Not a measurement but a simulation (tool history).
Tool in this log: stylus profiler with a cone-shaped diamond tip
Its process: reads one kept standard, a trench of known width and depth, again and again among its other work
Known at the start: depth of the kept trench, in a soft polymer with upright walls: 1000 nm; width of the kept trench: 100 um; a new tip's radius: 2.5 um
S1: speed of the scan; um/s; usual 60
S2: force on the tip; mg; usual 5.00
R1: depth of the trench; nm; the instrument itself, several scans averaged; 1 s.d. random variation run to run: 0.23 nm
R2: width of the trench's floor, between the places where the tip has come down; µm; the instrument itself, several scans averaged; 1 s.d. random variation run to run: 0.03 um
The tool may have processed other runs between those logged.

run   hour   S1     S2       R1     R2
  1    0.0   60   5.00  1013.70  92.97
  2   16.8   58   5.00  1014.21  92.88
  3   42.7   18   5.00  1013.77  93.06
  4   65.8   18   5.00  1013.87  93.05
  5   94.7   18   5.00  1013.94  93.01
  6  124.8   60   5.00  1013.85  92.84
  7  150.7   60   5.00  1013.71  92.82
  8  181.5   60   5.00  1013.99  92.79
  9  209.1   94   5.00  1013.76  92.70
 10  241.0   94   5.00  1013.80  92.63
 11  268.1   94   5.00  1013.65  92.60
 12  291.2   94   5.00  1013.53  92.60
 13  315.1   94   5.00  1013.58  92.62
 14  347.6   94   5.00  1013.56  92.52
 15  373.0   94   5.00  1013.38  92.52
 16  390.9   26   5.00  1013.50  92.69
 17  416.6   26   5.00  1013.42  92.75
 18  449.0   60   5.00  1013.47  92.61
 19  477.6   44   5.00  1013.35  92.61
 20  494.6  181   8.26  1020.60  92.25
 21  509.4  130   5.41  1014.33  92.34
 22  528.5  101   8.20  1019.64  92.47
 23  544.2   41   8.20  1019.75  92.60
 24  567.4   41   8.20  1019.55  92.60
 25  585.6   16   3.75  1010.08  92.63
     595.2  -- new tip fitted, height scale calibrated
 26  618.7   69   5.36  1017.15  95.75
 27  645.3  114   5.27  1016.28  95.54
 28  678.8  146   9.82  1025.98  95.54
 29  707.5   61   4.97  1015.51  95.64
 30  741.1   62   3.48  1012.29  95.55
 31  767.9   62   3.48  1012.01  95.53
 32  794.7   22  11.31  1027.64  95.72
 33  810.5   22   2.10  1008.90  95.57
 34  833.6   51   1.72  1007.46  95.42
 35  852.2   69   3.71  1013.05  95.37
 36  873.5   69   3.71  1012.69  95.33
 37  896.1   35   1.85  1007.46  95.44

Here are 5 independent what-if runs from the current tool condition. What would each one return?
  A  912.4  35   5.13   ?   ?
  B  912.4  36   2.19   ?   ?
  C  912.4  20   7.60   ?   ?
  D  912.4  21   2.34   ?   ?
  E  912.4  35  10.13   ?   ?

run       R1     R2
  A  1015.87  95.47
  B  1008.82  95.36
  C  1021.10  95.57
  D  1008.92  95.47
  E  1026.04  95.50
Without the tool's hidden state the same runs would have given:
run       R1     R2
  A  1016.64  95.88
  B  1009.59  95.78
  C  1021.87  95.98
  D  1009.68  95.89
  E  1026.82  95.92
